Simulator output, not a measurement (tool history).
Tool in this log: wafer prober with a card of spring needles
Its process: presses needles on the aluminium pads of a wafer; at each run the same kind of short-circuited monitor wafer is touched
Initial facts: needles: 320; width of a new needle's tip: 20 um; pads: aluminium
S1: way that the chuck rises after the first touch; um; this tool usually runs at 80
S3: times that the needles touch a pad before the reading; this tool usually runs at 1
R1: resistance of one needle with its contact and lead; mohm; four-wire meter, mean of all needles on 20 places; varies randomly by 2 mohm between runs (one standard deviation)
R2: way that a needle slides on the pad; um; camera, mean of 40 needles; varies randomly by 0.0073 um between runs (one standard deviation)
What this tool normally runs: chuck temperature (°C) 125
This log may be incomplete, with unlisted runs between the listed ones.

Run 1, hour 0: usual settings. Result: R1 243 mohm, R2 11.253 um.
Run 2, hour 8.6: usual settings but S3 2. Result: R1 258 mohm, R2 11.24 um.
At hour 13.1: tips cleaned on abrasive film.
Run 3, hour 14.3: usual settings but chuck temperature (°C) 56. Result: R1 223 mohm, R2 11.241 um.
Run 4, hour 22.5: usual settings but chuck temperature (°C) 56. Result: R1 273 mohm, R2 11.228 um.
At hour 28.2: tips cleaned on abrasive film.
Run 5, hour 31.7: usual settings but chuck temperature (°C) 56. Result: R1 236 mohm, R2 11.24 um.
Run 6, hour 40.8: usual settings but chuck temperature (°C) 56. Result: R1 286 mohm, R2 11.237 um.
At hour 43.3: tips cleaned on abrasive film.
Run 7, hour 46.8: usual settings but chuck temperature (°C) 56. Result: R1 243 mohm, R2 11.221 um.
Run 8, hour 53.1: usual settings but chuck temperature (°C) 56. Result: R1 275 mohm, R2 11.229 um.
Run 9, hour 57.6: usual settings but chuck temperature (°C) 56. Result: R1 287 mohm, R2 11.222 um.
At hour 58.7: tips cleaned on abrasive film.
Run 10, hour 62.9: usual settings but chuck temperature (°C) 56. Result: R1 249 mohm, R2 11.236 um.
Run 11, hour 69.9: usual settings. Result: R1 284 mohm, R2 11.232 um.
At hour 74.4: tips cleaned on abrasive film.
Run 12, hour 77.9: usual settings. Result: R1 249 mohm, R2 11.223 um.
Run 13, hour 86.9: usual settings. Result: R1 294 mohm, R2 11.213 um.
At hour 90: tips cleaned on abrasive film.
Run 14, hour 96.2: usual settings but chuck temperature (°C) 64. Result: R1 266 mohm, R2 11.221 um.
Run 15, hour 101.7: usual settings but S1 68 um. Result: R1 314 mohm, R2 9.529 um.
At hour 105.4: tips cleaned on abrasive film.
At hour 108.5: height of the first contact set anew.
Run 16, hour 110.8: usual settings but S1 68 um. Result: R1 284 mohm, R2 9.582 um.
Run 17, hour 118.7: usual settings but S1 68 um. Result: R1 323 mohm, R2 9.575 um.
At hour 120.7: tips cleaned on abrasive film.
Run 18, hour 124.9: usual settings but S1 68 um. Result: R1 271 mohm, R2 9.574 um.
Run 19, hour 132.9: usual settings but S1 68 um. Result: R1 311 mohm, R2 9.577 um.
At hour 135.6: tips cleaned on abrasive film.
Run 20, hour 139.5: usual settings but S1 68 um. Result: R1 273 mohm, R2 9.563 um.
Run 21, hour 147.3: usual settings but S1 64 um. Result: R1 326 mohm, R2 9.003 um.
At hour 150.8: tips cleaned on abrasive film.
Run 22, hour 154.7: usual settings but S1 64 um, chuck temperature (°C) 117. Result: R1 277 mohm, R2 8.998 um.
Run 23, hour 162.4: usual settings but S3 2. Result: R1 266 mohm, R2 11.255 um.
At hour 166.2: tips cleaned on abrasive film.
Run 24, hour 167.8: usual settings but S3 2. Result: R1 232 mohm, R2 11.239 um.
Run 25, hour 173.4: usual settings but S3 2. Result: R1 254 mohm, R2 11.245 um.
Run 26, hour 180.6: usual settings but chuck temperature (°C) 34. Result: R1 286 mohm, R2 11.249 um.
At hour 181.4: tips cleaned on abrasive film.
Run 27, hour 190.6: usual settings but chuck temperature (°C) 69. Result: R1 273 mohm, R2 11.228 um.
At hour 196.4: tips cleaned on abrasive film.
Run 28, hour 197.5: usual settings but chuck temperature (°C) 96. Result: R1 229 mohm, R2 11.247 um.
Run 29, hour 205.6: usual settings but S1 81 um, chuck temperature (°C) 69, S3 3. Result: R1 235 mohm, R2 11.374 um.

Expected results for the next run?
Run 30, hour 210.4: usual settings but S1 81 um, chuck temperature (°C) 69, S3 3. Result: R1 ?, R2 ?.

Logged for run 30: R1 238 mohm, R2 11.369 um.
Were there no unlogged condition in the tool, this run, its random variation unchanged, would have produced R1 209 mohm, R2 11.404 um.

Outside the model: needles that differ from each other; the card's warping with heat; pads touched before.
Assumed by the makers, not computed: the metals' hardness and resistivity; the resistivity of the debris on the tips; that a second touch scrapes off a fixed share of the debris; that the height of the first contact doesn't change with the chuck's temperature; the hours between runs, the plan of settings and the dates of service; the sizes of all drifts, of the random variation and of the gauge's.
